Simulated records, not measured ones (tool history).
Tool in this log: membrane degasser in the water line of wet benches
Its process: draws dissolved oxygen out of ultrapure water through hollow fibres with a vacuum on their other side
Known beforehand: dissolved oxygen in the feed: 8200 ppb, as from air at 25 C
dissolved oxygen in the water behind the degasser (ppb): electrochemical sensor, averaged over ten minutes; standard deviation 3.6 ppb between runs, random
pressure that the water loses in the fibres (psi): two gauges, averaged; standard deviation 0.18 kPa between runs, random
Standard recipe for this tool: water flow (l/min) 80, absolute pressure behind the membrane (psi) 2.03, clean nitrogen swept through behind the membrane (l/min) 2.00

| run | hour | water flow (l/min) | absolute pressure behind the membrane (psi) | clean nitrogen swept through behind the membrane (l/min) | dissolved oxygen in the water behind the degasser (ppb) | pressure that the water loses in the fibres (psi) |
|---|---|---|---|---|---|---|
| 1 | 0.0 | 80 | 2.03 | 2.00 | 839.1 | 4.817 |
| 2 | 42.8 | 80 | 2.03 | 2.00 | 838.9 | 4.840 |
| 3 | 76.2 | 80 | 2.03 | 2.00 | 836.1 | 4.775 |
| 4 | 112.7 | 80 | 2.03 | 2.00 | 835.7 | 4.841 |
| 5 | 156.8 | 80 | 2.03 | 1.80 | 905.4 | 4.802 |
| 6 | 197.2 | 61 | 2.34 | 2.44 | 668.1 | 3.684 |
| 7 | 227.8 | 85 | 1.87 | 2.51 | 686.2 | 5.107 |
| 8 | 280.5 | 85 | 2.31 | 4.25 | 583.1 | 5.149 |
| 9 | 317.6 | 85 | 2.31 | 4.25 | 584.3 | 5.147 |
| 10 | 360.8 | 85 | 2.31 | 4.25 | 586.6 | 5.152 |

Predict each of these 5 candidate next runs independently; none follows another, all start after run 10:
| A | 384.8 | 88 | 2.03 | 2.00 | ? | ? |
| B | 384.8 | 57 | 2.31 | 4.25 | ? | ? |
| C | 384.8 | 75 | 2.00 | 1.07 | ? | ? |
| D | 384.8 | 80 | 4.28 | 1.30 | ? | ? |
| E | 384.8 | 77 | 1.44 | 1.78 | ? | ? |

| run | dissolved oxygen in the water behind the degasser (ppb) | pressure that the water loses in the fibres (psi) |
|---|---|---|
| A | 907.9 | 5.291 |
| B | 394.4 | 3.440 |
| C | 1196.1 | 4.572 |
| D | 2324.9 | 4.778 |
| E | 578.4 | 4.647 |
With the hidden condition removed and each run's random variation left untouched, the same runs would have given:
| run | dissolved oxygen in the water behind the degasser (ppb) | pressure that the water loses in the fibres (psi) |
|---|---|---|
| A | 907.4 | 5.290 |
| B | 394.1 | 3.440 |
| C | 1195.5 | 4.570 |
| D | 2324.5 | 4.776 |
| E | 577.9 | 4.646 |

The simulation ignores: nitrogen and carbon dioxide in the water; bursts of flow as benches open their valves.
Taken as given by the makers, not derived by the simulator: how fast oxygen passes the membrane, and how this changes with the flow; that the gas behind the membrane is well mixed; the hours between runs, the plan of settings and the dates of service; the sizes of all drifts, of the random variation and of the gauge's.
